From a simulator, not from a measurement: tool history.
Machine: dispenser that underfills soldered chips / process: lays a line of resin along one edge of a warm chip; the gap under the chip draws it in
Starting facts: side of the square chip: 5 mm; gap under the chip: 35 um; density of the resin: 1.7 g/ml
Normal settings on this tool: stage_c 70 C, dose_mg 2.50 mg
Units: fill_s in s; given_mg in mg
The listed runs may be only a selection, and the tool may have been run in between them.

run   hour  stage_c  dose_mg  fill_s  given_mg
  1    0.0       70     2.50    92.8     2.479
       1.9  -- new syringe of resin
  2    4.4       70     2.50    73.2     2.443
  3    7.0       70     2.50    80.2     2.467
  4   10.4       64     2.50   120.2     2.459
      12.7  -- new syringe of resin
  5   14.8       70     2.50    71.3     2.425
  6   18.7       70     2.70    83.1     2.639
      23.6  -- new syringe of resin
  7   24.0       70     2.70    67.5     2.612
  8   28.7       70     2.70    81.0     2.633
  9   33.8       70     2.70    95.1     2.625
      34.4  -- new syringe of resin
 10   37.9       70     2.50    77.9     2.415
 11   43.6       70     2.50    93.4     2.421
      45.5  -- new syringe of resin
 12   48.1       75     2.50    60.5     2.408
 13   50.6       64     2.50   104.5     2.406
      56.2  -- new syringe of resin
 14   57.1       70     2.50    72.1     2.401
 15   62.4       70     2.50    83.1     2.398
 16   64.9       83     2.70    53.2     2.586
      67.3  -- new syringe of resin
 17   71.1       79     2.32    52.5     2.237
 18   74.1       79     2.51    58.6     2.389
      78.3  -- new syringe of resin
 19   80.1       56     2.50   131.2     2.368
 20   83.7       56     2.10   159.1     1.997
      89.3  -- new syringe of resin
 21   89.6       56     2.10   132.5     1.984
 22   92.7       56     2.10   145.7     1.989
 23   95.8       56     2.10   162.9     1.996
 24   99.5       70     2.55    95.5     2.423
     100.4  -- new syringe of resin
 25  103.6       64     3.14    96.4     2.968
 26  107.6       64     3.14   109.4     2.972
     111.2  -- new syringe of resin
 27  113.6       56     2.22   135.6     2.072
 28  116.8       56     2.22   152.8     2.085

Alternative continuations, all from the tool just after run 28; predict every row:
  A  121.5       70     3.12       ?         ?
  B  121.5       70     2.40       ?         ?
  C  121.5       75     2.42       ?         ?
  D  121.5       83     2.89       ?         ?
  E  121.5       56     2.26       ?         ?

run  fill_s  given_mg
  A    94.0     2.922
  B    95.0     2.251
  C    77.8     2.258
  D    54.4     2.702
  E   175.3     2.119
With no hidden state in the tool, these same runs would have given:
run  fill_s  given_mg
  A    69.6     3.116
  B    69.8     2.400
  C    57.1     2.409
  D    40.1     2.882
  E   128.7     2.259
